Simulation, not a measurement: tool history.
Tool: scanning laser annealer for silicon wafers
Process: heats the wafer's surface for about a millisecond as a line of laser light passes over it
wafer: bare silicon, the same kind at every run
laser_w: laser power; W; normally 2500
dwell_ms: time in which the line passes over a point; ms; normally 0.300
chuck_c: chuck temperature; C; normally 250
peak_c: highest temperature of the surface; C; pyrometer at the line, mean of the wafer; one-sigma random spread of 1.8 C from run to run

Run 1, hour 0.0: usual settings. Result: peak_c 947 C.
Run 2, hour 16.2: usual settings. Result: peak_c 947 C.
Run 3, hour 23.2: usual settings but laser_w 2506 W. Result: peak_c 945 C.
Run 4, hour 31.6: usual settings. Result: peak_c 947 C.
Run 5, hour 43.7: usual settings. Result: peak_c 945 C.
Run 6, hour 50.7: usual settings. Result: peak_c 943 C.
Run 7, hour 67.6: usual settings. Result: peak_c 942 C.
Run 8, hour 83.0: usual settings but chuck_c 279 C. Result: peak_c 974 C.
Run 9, hour 99.8: usual settings but chuck_c 279 C. Result: peak_c 971 C.
Run 10, hour 114.5: usual settings but chuck_c 279 C. Result: peak_c 974 C.
Run 11, hour 121.5: usual settings but chuck_c 279 C. Result: peak_c 975 C.
Run 12, hour 133.5: usual settings but dwell_ms 0.228 ms. Result: peak_c 843 C.
Run 13, hour 148.3: usual settings but chuck_c 221 C. Result: peak_c 913 C.
Run 14, hour 163.1: usual settings but chuck_c 221 C. Result: peak_c 910 C.
Run 15, hour 174.7: usual settings but chuck_c 221 C. Result: peak_c 917 C.
Run 16, hour 186.8: usual settings but chuck_c 221 C. Result: peak_c 911 C.
Run 17, hour 198.8: usual settings but chuck_c 257 C. Result: peak_c 947 C.
Run 18, hour 210.3: usual settings but chuck_c 257 C. Result: peak_c 948 C.
Run 19, hour 227.5: usual settings but chuck_c 257 C. Result: peak_c 949 C.
Run 20, hour 237.3: usual settings but chuck_c 257 C. Result: peak_c 945 C.
Run 21, hour 252.3: usual settings. Result: peak_c 941 C.
Run 22, hour 265.2: usual settings but dwell_ms 0.306 ms. Result: peak_c 951 C.
Run 23, hour 275.1: usual settings but dwell_ms 0.304 ms, chuck_c 229 C. Result: peak_c 924 C.
Run 24, hour 288.3: usual settings but laser_w 2209 W, dwell_ms 0.215 ms, chuck_c 229 C. Result: peak_c 715 C.
Run 25, hour 301.1: usual settings but dwell_ms 0.352 ms, chuck_c 211 C. Result: peak_c 963 C.
Run 26, hour 315.5: usual settings but dwell_ms 0.279 ms, chuck_c 273 C. Result: peak_c 935 C.
Run 27, hour 331.9: usual settings but laser_w 2308 W, dwell_ms 0.226 ms, chuck_c 265 C. Result: peak_c 791 C.
Run 28, hour 339.3: usual settings but laser_w 2308 W, dwell_ms 0.304 ms, chuck_c 276 C. Result: peak_c 902 C.
Run 29, hour 347.1: usual settings but laser_w 2244 W, dwell_ms 0.304 ms, chuck_c 229 C. Result: peak_c 832 C.
Run 30, hour 358.5: usual settings but laser_w 2281 W. Result: peak_c 862 C.
Run 31, hour 367.8: usual settings but laser_w 2151 W, chuck_c 283 C. Result: peak_c 851 C.
Run 32, hour 375.0: usual settings but laser_w 2498 W, dwell_ms 0.214 ms, chuck_c 283 C. Result: peak_c 850 C.
Run 33, hour 388.2: usual settings but laser_w 2328 W, dwell_ms 0.279 ms, chuck_c 259 C. Result: peak_c 861 C.
Run 34, hour 397.8: usual settings but laser_w 2325 W, dwell_ms 0.221 ms, chuck_c 228 C. Result: peak_c 753 C.
Run 35, hour 414.7: usual settings but laser_w 2649 W. Result: peak_c 990 C.
Run 36, hour 425.6: usual settings but laser_w 2649 W. Result: peak_c 990 C.
Run 37, hour 434.5: usual settings but laser_w 2414 W, dwell_ms 0.257 ms, chuck_c 228 C. Result: peak_c 827 C.
Run 38, hour 445.8: usual settings but laser_w 2414 W, dwell_ms 0.257 ms, chuck_c 221 C. Result: peak_c 821 C.
At hour 461.9: window over the wafer cleaned.
Run 39, hour 464.9: usual settings but laser_w 2414 W, dwell_ms 0.257 ms, chuck_c 221 C. Result: peak_c 835 C.
Run 40, hour 473.8: usual settings but laser_w 2414 W, dwell_ms 0.257 ms, chuck_c 221 C. Result: peak_c 832 C.
Run 41, hour 486.2: usual settings but laser_w 2368 W, dwell_ms 0.360 ms, chuck_c 234 C. Result: peak_c 957 C.

4 ways to go on from here, each from the tool as it stands after run 41. What would each give?
Run A, hour 493.8: usual settings but laser_w 2368 W, dwell_ms 0.354 ms, chuck_c 237 C. Result: peak_c ?.
Run B, hour 493.8: usual settings but dwell_ms 0.294 ms, chuck_c 228 C. Result: peak_c ?.
Run C, hour 493.8: usual settings but laser_w 2368 W, dwell_ms 0.360 ms, chuck_c 230 C. Result: peak_c ?.
Run D, hour 493.8: usual settings but laser_w 2368 W, dwell_ms 0.360 ms, chuck_c 217 C. Result: peak_c ?.

run  peak_c
  A     954
  B     918
  C     956
  D     941
Without the tool's unlogged condition, the same runs would have read:
run  peak_c
  A     963
  B     926
  C     965
  D     950
